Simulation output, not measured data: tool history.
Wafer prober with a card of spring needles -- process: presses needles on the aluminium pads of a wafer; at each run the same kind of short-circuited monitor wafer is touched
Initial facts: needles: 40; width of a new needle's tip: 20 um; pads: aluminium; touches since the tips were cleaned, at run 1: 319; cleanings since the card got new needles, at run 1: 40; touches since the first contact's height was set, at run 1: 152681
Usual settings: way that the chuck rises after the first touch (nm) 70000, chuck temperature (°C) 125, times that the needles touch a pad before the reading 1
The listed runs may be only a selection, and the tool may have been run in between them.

run     day  way that the chuck rises after the first touch (nm)  chuck temperature (°C)  times that the needles touch a pad before the reading  touches since the tips were cleaned  cleanings since the card got new needles  touches since the first contact's height was set  resistance of one needle with its contact and lead (mohm)  way that a needle slides on the pad (nm)
  1   0.000                                                70000                     125                                                      1                                  319                                        40                                            152681                                                        271                                     15180
      0.517  -- tips cleaned on abrasive film
      1.154  -- tips cleaned on abrasive film
  2   1.571                                                70000                     125                                                      1                                 2578                                        42                                            162380                                                        308                                     15260
      1.683  -- tips cleaned on abrasive film
      2.304  -- tips cleaned on abrasive film
  3   2.758                                                70000                     125                                                      1                                 2815                                        44                                            169689                                                        311                                     15050
      2.871  -- tips cleaned on abrasive film
      2.971  -- tips cleaned on abrasive film, once more
      3.517  -- tips cleaned on abrasive film
      4.108  -- tips cleaned on abrasive film
  4   4.108                                                70000                     125                                                      1                                    0                                        48                                            177963                                                        275                                     14900
      4.658  -- tips cleaned on abrasive film
  5   5.075                                                70000                     125                                                      1                                 2581                                        49                                            183928                                                        310                                     14660
      5.175  -- tips cleaned on abrasive film
      5.792  -- tips cleaned on abrasive film
      6.317  -- tips cleaned on abrasive film
  6   6.521                                                70000                     125                                                      1                                 1273                                        52                                            192832                                                        293                                     14590
      6.908  -- tips cleaned on abrasive film
      7.450  -- tips cleaned on abrasive film
  7   7.788                                                70000                     125                                                      1                                 2077                                        54                                            200637                                                        305                                     14840
      8.012  -- tips cleaned on abrasive film
      8.567  -- tips cleaned on abrasive film
      8.579  -- height of the first contact set anew
      9.138  -- tips cleaned on abrasive film
  8   9.458                                                70000                     125                                                      1                                 1991                                        57                                              5418                                                        302                                     16230
      9.688  -- tips cleaned on abrasive film
     10.271  -- tips cleaned on abrasive film
     10.833  -- tips cleaned on abrasive film
  9  10.867                                                70000                     125                                                      1                                  209                                        60                                             14089                                                        271                                     16200
     11.421  -- tips cleaned on abrasive film
     11.979  -- tips cleaned on abrasive film
 10  12.300                                                70000                     125                                                      1                                 1993                                        62                                             22932                                                        296                                     15850
     12.558  -- tips cleaned on abrasive film
     13.146  -- tips cleaned on abrasive film
     13.729  -- tips cleaned on abrasive film
 11  13.992                                                70000                     125                                                      1                                 1632                                        65                                             33361                                                        287                                     15900
     14.358  -- tips cleaned on abrasive film
     14.896  -- tips cleaned on abrasive film
 12  14.896                                                56000                     125                                                      1                                    0                                        67                                             38912                                                        276                                     12670
     15.479  -- tips cleaned on abrasive film
     16.038  -- tips cleaned on abrasive film
     16.592  -- tips cleaned on abrasive film
 13  16.592                                                56000                     125                                                      1                                    0                                        70                                             49350                                                        279                                     12740
     17.200  -- tips cleaned on abrasive film
     17.800  -- tips cleaned on abrasive film
 14  18.275                                                56000                     125                                                      1                                 2955                                        72                                             59750                                                        331                                     12770
     18.375  -- tips cleaned on abrasive film
     18.958  -- tips cleaned on abrasive film
 15  19.025                                                70000                      40                                                      1                                  419                                        74                                             64350                                                        249                                     15660
     19.508  -- tips cleaned on abrasive film
     20.071  -- tips cleaned on abrasive film
 16  20.071                                                57000                     115                                                      3                                    0                                        76                                             70783                                                        275                                     12700
     20.646  -- tips cleaned on abrasive film
 17  21.042                                                64000                     117                                                      1                                 2443                                        77                                             76779                                                        310                                     14240
     21.171  -- tips cleaned on abrasive film
     21.767  -- tips cleaned on abrasive film
     22.279  -- tips cleaned on abrasive film
 18  22.696                                                77000                     125                                                      1                                 2593                                        80                                             86987                                                        299                                     17150
     22.829  -- tips cleaned on abrasive film
     23.421  -- tips cleaned on abrasive film
     23.954  -- tips cleaned on abrasive film
 19  24.300                                                51000                     125                                                      1                                 2135                                        83                                             96849                                                        333                                     11250
     24.521  -- tips cleaned on abrasive film
     25.050  -- tips cleaned on abrasive film
     25.683  -- tips cleaned on abrasive film
 20  25.979                                                51000                     125                                                      1                                 1830                                        86                                            107183                                                        339                                     11200
     26.238  -- tips cleaned on abrasive film
     26.812  -- tips cleaned on abrasive film
     27.350  -- tips cleaned on abrasive film
 21  27.662                                                51000                     108                                                      1                                 1958                                        89                                            117575                                                        345                                     10870
     27.921  -- tips cleaned on abrasive film
     28.529  -- tips cleaned on abrasive film
     29.104  -- tips cleaned on abrasive film
 22  29.346                                                70000                      50                                                      2                                 1481                                        92                                            127924                                                        269                                     15380
     29.633  -- tips cleaned on abrasive film
     30.150  -- tips cleaned on abrasive film
     30.683  -- tips cleaned on abrasive film
 23  30.683                                                70000                      50                                                      2                                    0                                        95                                            136163                                                        253                                     15310
     31.254  -- tips cleaned on abrasive film
     31.842  -- tips cleaned on abrasive film
     32.392  -- tips cleaned on abrasive film
 24  32.442                                                70000                      67                                                      2                                  301                                        98                                            146976                                                        257                                     15050
     32.950  -- tips cleaned on abrasive film
     33.521  -- tips cleaned on abrasive film
 25  33.900                                                70000                      67                                                      2                                 2346                                       100                                            155979                                                        273                                     15310
     34.108  -- tips cleaned on abrasive film
     34.738  -- tips cleaned on abrasive film
 26  35.092                                                70000                      36                                                      1                                 2215                                       102                                            163341                                                        288                                     15250
     35.342  -- tips cleaned on abrasive film
     35.946  -- tips cleaned on abrasive film
 27  36.338                                                53000                     125                                                      1                                 2449                                       104                                            171021                                                        354                                     11170
     36.529  -- tips cleaned on abrasive film
     37.071  -- tips cleaned on abrasive film
 28  37.117                                                73000                      37                                                      1                                  271                                       106                                            175791                                                        252                                     15700

3 options for the next run, each taken on its own from the tool as it stands now. Forecast them:
     37.650  -- tips cleaned on abrasive film
     38.279  -- tips cleaned on abrasive film
  A  38.667                                                70000                      68                                                      1                                 2425                                       108                                            185369                                                          ?                                         ?
     37.650  -- tips cleaned on abrasive film
     38.279  -- tips cleaned on abrasive film
  B  38.667                                                70000                     125                                                      1                                 2425                                       108                                            185369                                                          ?                                         ?
     37.650  -- tips cleaned on abrasive film
     38.279  -- tips cleaned on abrasive film
  C  38.667                                                87000                      68                                                      1                                 2425                                       108                                            185369                                                          ?                                         ?

run  resistance of one needle with its contact and lead (mohm)  way that a needle slides on the pad (nm)
  A                                                        296                                     15210
  B                                                        311                                     15030
  C                                                        281                                     19010
With no hidden state in the tool, these same runs would have given:
run  resistance of one needle with its contact and lead (mohm)  way that a needle slides on the pad (nm)
  A                                                        247                                     16290
  B                                                        264                                     16110
  C                                                        248                                     20090
